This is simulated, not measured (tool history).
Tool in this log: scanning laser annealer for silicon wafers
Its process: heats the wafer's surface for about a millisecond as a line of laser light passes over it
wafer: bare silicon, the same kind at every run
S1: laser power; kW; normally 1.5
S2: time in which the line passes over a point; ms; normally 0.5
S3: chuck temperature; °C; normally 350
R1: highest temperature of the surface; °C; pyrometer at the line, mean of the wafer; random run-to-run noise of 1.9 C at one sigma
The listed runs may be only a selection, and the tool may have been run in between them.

run   hour     S1     S2   S3    R1
  1      0    1.5    0.5  350  1158
  2   13.7    1.5    0.5  365  1176
  3   23.3    1.5    0.5  350  1159
  4   37.9    1.5  0.592  350  1228
  5     46    1.5  0.382  350  1053
  6   55.3    1.5   0.48  350  1143
  7   63.2    1.5   0.48  350  1138
  8   78.1    1.5    0.5  350  1155
  9     95    1.5    0.5  350  1154
 10  110.9    1.5    0.5  350  1154
 11    129    1.5    0.5  350  1155
 12  137.3   1.46    0.5  350  1130
 13  147.5    1.5    0.5  379  1182
 14  155.5    1.5  0.483  350  1139
 15    170    1.5    0.5  339  1143
 16  186.9    1.5    0.5  339  1144
 17  198.1    1.5  0.615  350  1244
 18  215.7  1.578    0.5  350  1208
 19  225.8    1.5    0.5  350  1154
 20  236.5    1.5    0.5  350  1150
 21  252.5  1.294  0.605  333  1058
 22  260.1  1.364  0.523  324  1045
 23    273  1.419  0.473  377  1098
 24  289.5    1.5  0.454  310  1072
 25    304  1.393  0.465  381  1077
 26  317.9  1.611    0.5  326  1207
 27  332.1  1.611    0.5  326  1210
 28  341.2  1.611    0.5  328  1209
 29  352.3  1.282  0.403  379   957
 30  367.5  1.282  0.403  379   957
 31  378.6  1.282  0.403  379   958
 32  395.9  1.489  0.439  356  1094
 33  408.6  1.405  0.601  350  1153
 34  416.5    1.5  0.399  369  1079
 35  429.4    1.5  0.399  363  1072
 36  445.6  1.627  0.507  347  1239
 37    457  1.385  0.412  360  1009
 38  470.7  1.385  0.412  360  1006
 39  484.2  1.544  0.353  318  1009
 40  493.2  1.455  0.385  342  1007

A few steps of R1 between consecutive runs. Split each: what settings, incoming material and random variation would produce without the hidden state, and what is left over for the hidden state, along with gauge scatter present in only one of the two compared results (measured, and without hidden state):
Hidden state at play: light that passes the window, % of a clean one's; laser's true power over the reading, %; width of the line over the set one, %; drift of the gauge itself on peak_c, C.
Run 4 -> 5: S2 0.592 -> 0.382. R1 -175 °C: hidden state +8, all else -183.
Run 25 -> 26: S1 1.393 -> 1.611, S2 0.465 -> 0.5, S3 381 -> 326. R1 +130 °C: hidden state -12, all else +142.
Run 28 -> 29: S1 1.611 -> 1.282, S2 0.5 -> 0.403, S3 328 -> 379. R1 -252 °C: hidden state +18, all else -270.
Run 36 -> 37: S1 1.627 -> 1.385, S2 0.507 -> 0.412, S3 347 -> 360. R1 -230 °C: hidden state +16, all else -246.
